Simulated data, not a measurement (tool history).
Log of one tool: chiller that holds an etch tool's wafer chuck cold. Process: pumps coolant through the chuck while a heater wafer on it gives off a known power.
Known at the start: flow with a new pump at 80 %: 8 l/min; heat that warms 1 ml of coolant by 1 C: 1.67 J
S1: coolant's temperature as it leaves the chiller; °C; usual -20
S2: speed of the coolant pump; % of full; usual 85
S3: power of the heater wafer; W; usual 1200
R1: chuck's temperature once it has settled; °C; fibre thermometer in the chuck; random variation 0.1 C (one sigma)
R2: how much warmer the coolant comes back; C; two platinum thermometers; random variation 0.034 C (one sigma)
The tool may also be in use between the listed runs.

run 1 hour=0 | S1=-20 S2=85 S3=1200 | R1=-8.2 R2=5.03
run 2 hour=109.8 | S1=-20 S2=85 S3=1516 | R1=-5.1 R2=6.3
run 3 hour=168.4 | S1=-20 S2=85 S3=1516 | R1=-4.9 R2=6.35
run 4 hour=219.4 | S1=-20 S2=85 S3=1516 | R1=-4.9 R2=6.37
run 5 hour=273.4 | S1=-20 S2=85 S3=1200 | R1=-8.2 R2=4.98
run 6 hour=347.2 | S1=-12 S2=85 S3=1200 | R1=-0.2 R2=4.97
run 7 hour=449.1 | S1=-12 S2=85 S3=1200 | R1=-0.2 R2=5
run 8 hour=501.7 | S1=-12 S2=85 S3=1200 | R1=-0.2 R2=4.95
run 9 hour=601.4 | S1=-20 S2=85 S3=1200 | R1=-8.2 R2=4.91
run 10 hour=701 | S1=-20 S2=85 S3=1200 | R1=-8.2 R2=4.91
-- hour=713.3 chiller's thermometer calibrated
run 11 hour=812.3 | S1=-10 S2=85 S3=797 | R1=-1.9 R2=3.11
run 12 hour=916.3 | S1=-10 S2=100 S3=797 | R1=-3.1 R2=2.65
run 13 hour=975.3 | S1=-12 S2=73 S3=1643 | R1=6.1 R2=7.85
run 14 hour=1100.6 | S1=-12 S2=73 S3=1643 | R1=5.9 R2=7.84
run 15 hour=1164.9 | S1=-26 S2=67 S3=786 | R1=-17 R2=3.92
run 16 hour=1274.7 | S1=-11 S2=88 S3=1015 | R1=-1.2 R2=3.86
run 17 hour=1351 | S1=-17 S2=69 S3=1340 | R1=-1.8 R2=6.67
run 18 hour=1448.4 | S1=-20 S2=85 S3=1091 | R1=-9.2 R2=4.29
run 19 hour=1551.5 | S1=-13 S2=82 S3=681 | R1=-6.2 R2=2.61

4 ways to go on from here, each from the tool as it stands after run 19. What would each give?
run A hour=1673.6 | S1=-13 S2=87 S3=681 | R1=? R2=?
run B hour=1673.6 | S1=-21 S2=82 S3=702 | R1=? R2=?
run C hour=1673.6 | S1=-12 S2=85 S3=1751 | R1=? R2=?
run D hour=1673.6 | S1=-20 S2=70 S3=610 | R1=? R2=?

run=A R1=-6.3 R2=2.39
run=B R1=-13.8 R2=2.68
run=C R1=5.1 R2=6.99
run=D R1=-13.1 R2=2.72
Without the tool's hidden state the same runs would have given:
run=A R1=-6.3 R2=2.78
run=B R1=-13.8 R2=3.07
run=C R1=5 R2=7.38
run=D R1=-13.1 R2=3.12

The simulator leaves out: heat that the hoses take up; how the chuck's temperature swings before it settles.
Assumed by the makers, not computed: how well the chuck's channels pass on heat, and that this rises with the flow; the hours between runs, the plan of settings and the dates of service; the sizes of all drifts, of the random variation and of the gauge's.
